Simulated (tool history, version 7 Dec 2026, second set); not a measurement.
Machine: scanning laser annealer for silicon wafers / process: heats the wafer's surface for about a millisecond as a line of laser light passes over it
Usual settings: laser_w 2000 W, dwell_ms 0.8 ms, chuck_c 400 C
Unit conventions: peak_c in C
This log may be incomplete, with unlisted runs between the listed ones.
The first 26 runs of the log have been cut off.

| run | hour | laser_w | dwell_ms | chuck_c | hours of work since the window was cleaned | hours of work since the power meter was calibrated | hours of work since the optics were aligned | peak_c |
|---|---|---|---|---|---|---|---|---|
| 27 | 222.2 | 2194 | 0.889 | 440 | 21 | 39 | 64 | 1278 |
| 28 | 231.5 | 2194 | 0.578 | 383 | 27 | 44 | 69 | 1060 |
| 29 | 242.3 | 2194 | 0.578 | 383 | 33 | 50 | 75 | 1059 |
| 30 | 250.7 | 2068 | 0.663 | 383 | 37 | 55 | 80 | 1064 |
| 31 | 262.2 | 2068 | 0.663 | 383 | 44 | 62 | 86 | 1059 |
| 32 | 272 | 2068 | 0.663 | 383 | 49 | 67 | 92 | 1061 |
| 33 | 279.7 | 2000 | 0.729 | 369 | 54 | 71 | 96 | 1053 |
| 34 | 289.2 | 2000 | 0.729 | 369 | 59 | 77 | 101 | 1055 |
| 35 | 298.3 | 1855 | 0.72 | 400 | 64 | 82 | 106 | 1027 |
| 36 | 307.4 | 2132 | 0.624 | 400 | 69 | 87 | 112 | 1078 |
| 37 | 315.5 | 1978 | 0.624 | 400 | 74 | 92 | 116 | 1024 |
| 38 | 324.6 | 1992 | 0.624 | 400 | 79 | 97 | 121 | 1029 |

Estimate the outcome of run 39 from the log above:
| 39 | 330.1 | 2099 | 0.624 | 364 | 82 | 100 | 124 | ? |

For run 39 the tool returned peak_c 1032 C.
If the tool had no hidden condition, the same run with the same run-to-run variation would have returned peak_c 1039 C.

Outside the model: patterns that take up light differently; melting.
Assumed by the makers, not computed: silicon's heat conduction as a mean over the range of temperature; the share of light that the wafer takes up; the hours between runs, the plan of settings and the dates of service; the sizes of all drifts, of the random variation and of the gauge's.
